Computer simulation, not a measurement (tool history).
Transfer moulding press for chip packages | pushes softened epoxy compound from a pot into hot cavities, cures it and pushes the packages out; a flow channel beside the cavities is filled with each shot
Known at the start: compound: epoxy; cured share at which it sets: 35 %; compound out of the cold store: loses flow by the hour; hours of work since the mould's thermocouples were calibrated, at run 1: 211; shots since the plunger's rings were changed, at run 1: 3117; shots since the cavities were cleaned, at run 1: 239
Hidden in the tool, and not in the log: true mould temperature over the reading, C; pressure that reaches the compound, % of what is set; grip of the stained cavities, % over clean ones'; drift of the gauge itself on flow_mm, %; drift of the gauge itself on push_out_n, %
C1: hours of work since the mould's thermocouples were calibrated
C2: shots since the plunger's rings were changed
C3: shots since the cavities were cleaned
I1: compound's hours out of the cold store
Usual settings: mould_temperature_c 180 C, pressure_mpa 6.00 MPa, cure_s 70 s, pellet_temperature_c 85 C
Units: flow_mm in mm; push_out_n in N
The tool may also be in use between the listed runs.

run 1 hour=0.0 | mould_temperature_c=180 pressure_mpa=6.00 cure_s=70 pellet_temperature_c=85 | C1=211 C2=3117 C3=239 | I1=34.0 | flow_mm=541 push_out_n=727
run 2 hour=7.1 | mould_temperature_c=180 pressure_mpa=6.00 cure_s=70 pellet_temperature_c=85 | C1=217 C2=3258 C3=380 | I1=38.7 | flow_mm=530 push_out_n=787
run 3 hour=17.7 | mould_temperature_c=180 pressure_mpa=6.00 cure_s=70 pellet_temperature_c=85 | C1=225 C2=3473 C3=595 | I1=20.6 | flow_mm=571 push_out_n=942
-- hour=23.7 cavities cleaned with cleaning compound and waxed
run 4 hour=24.9 | mould_temperature_c=180 pressure_mpa=6.00 cure_s=70 pellet_temperature_c=85 | C1=230 C2=3586 C3=22 | I1=27.9 | flow_mm=554 push_out_n=561
run 5 hour=34.7 | mould_temperature_c=180 pressure_mpa=6.00 cure_s=70 pellet_temperature_c=85 | C1=237 C2=3784 C3=220 | I1=14.9 | flow_mm=588 push_out_n=776
run 6 hour=43.6 | mould_temperature_c=180 pressure_mpa=6.00 cure_s=70 pellet_temperature_c=85 | C1=245 C2=3963 C3=399 | I1=45.8 | flow_mm=515 push_out_n=825
run 7 hour=49.6 | mould_temperature_c=180 pressure_mpa=6.00 cure_s=70 pellet_temperature_c=85 | C1=249 C2=4085 C3=521 | I1=10.7 | flow_mm=594 push_out_n=972
run 8 hour=55.5 | mould_temperature_c=180 pressure_mpa=6.00 cure_s=70 pellet_temperature_c=85 | C1=254 C2=4203 C3=639 | I1=10.2 | flow_mm=594 push_out_n=995
-- hour=59.0 cavities cleaned with cleaning compound and waxed
run 9 hour=69.0 | mould_temperature_c=180 pressure_mpa=6.00 cure_s=109 pellet_temperature_c=85 | C1=264 C2=4444 C3=202 | I1=41.3 | flow_mm=519 push_out_n=530
run 10 hour=76.1 | mould_temperature_c=180 pressure_mpa=6.00 cure_s=109 pellet_temperature_c=85 | C1=269 C2=4587 C3=345 | I1=9.8 | flow_mm=594 push_out_n=587
run 11 hour=87.1 | mould_temperature_c=180 pressure_mpa=6.00 cure_s=109 pellet_temperature_c=85 | C1=278 C2=4808 C3=566 | I1=20.4 | flow_mm=563 push_out_n=690
-- hour=94.6 cavities cleaned with cleaning compound and waxed
run 12 hour=97.0 | mould_temperature_c=180 pressure_mpa=6.00 cure_s=109 pellet_temperature_c=85 | C1=285 C2=4976 C3=47 | I1=19.2 | flow_mm=565 push_out_n=376
run 13 hour=109.1 | mould_temperature_c=180 pressure_mpa=6.00 cure_s=109 pellet_temperature_c=85 | C1=295 C2=5220 C3=291 | I1=34.8 | flow_mm=530 push_out_n=565
run 14 hour=115.3 | mould_temperature_c=180 pressure_mpa=6.00 cure_s=109 pellet_temperature_c=85 | C1=300 C2=5344 C3=415 | I1=13.9 | flow_mm=578 push_out_n=638
run 15 hour=122.8 | mould_temperature_c=180 pressure_mpa=6.00 cure_s=109 pellet_temperature_c=85 | C1=305 C2=5495 C3=566 | I1=47.2 | flow_mm=499 push_out_n=697
-- hour=126.5 plunger's sealing rings changed
-- hour=133.3 cavities cleaned with cleaning compound and waxed
run 16 hour=136.8 | mould_temperature_c=180 pressure_mpa=6.00 cure_s=109 pellet_temperature_c=85 | C1=314 C2=178 C3=70 | I1=15.3 | flow_mm=612 push_out_n=418
run 17 hour=145.1 | mould_temperature_c=175 pressure_mpa=6.76 cure_s=64 pellet_temperature_c=86 | C1=320 C2=346 C3=238 | I1=26.8 | flow_mm=630 push_out_n=1308
run 18 hour=151.7 | mould_temperature_c=175 pressure_mpa=6.76 cure_s=64 pellet_temperature_c=86 | C1=325 C2=477 C3=369 | I1=26.9 | flow_mm=628 push_out_n=1435
run 19 hour=163.0 | mould_temperature_c=177 pressure_mpa=7.29 cure_s=71 pellet_temperature_c=84 | C1=334 C2=705 C3=597 | I1=43.5 | flow_mm=603 push_out_n=1040
-- hour=168.7 cavities cleaned with cleaning compound and waxed
run 20 hour=170.5 | mould_temperature_c=177 pressure_mpa=7.29 cure_s=71 pellet_temperature_c=84 | C1=339 C2=825 C3=35 | I1=16.7 | flow_mm=675 push_out_n=648
run 21 hour=177.5 | mould_temperature_c=175 pressure_mpa=6.07 cure_s=70 pellet_temperature_c=83 | C1=345 C2=966 C3=176 | I1=19.3 | flow_mm=611 push_out_n=965

The next listed run, before its measurement:
run 22 hour=188.2 | mould_temperature_c=176 pressure_mpa=6.77 cure_s=70 pellet_temperature_c=85 | C1=353 C2=1180 C3=390 | I1=46.9 | flow_mm=? push_out_n=?

flow_mm: 571 mm
push_out_n: 974 N
Without the tool's hidden state the same run would have given flow_mm 580 mm, push_out_n 579 N.
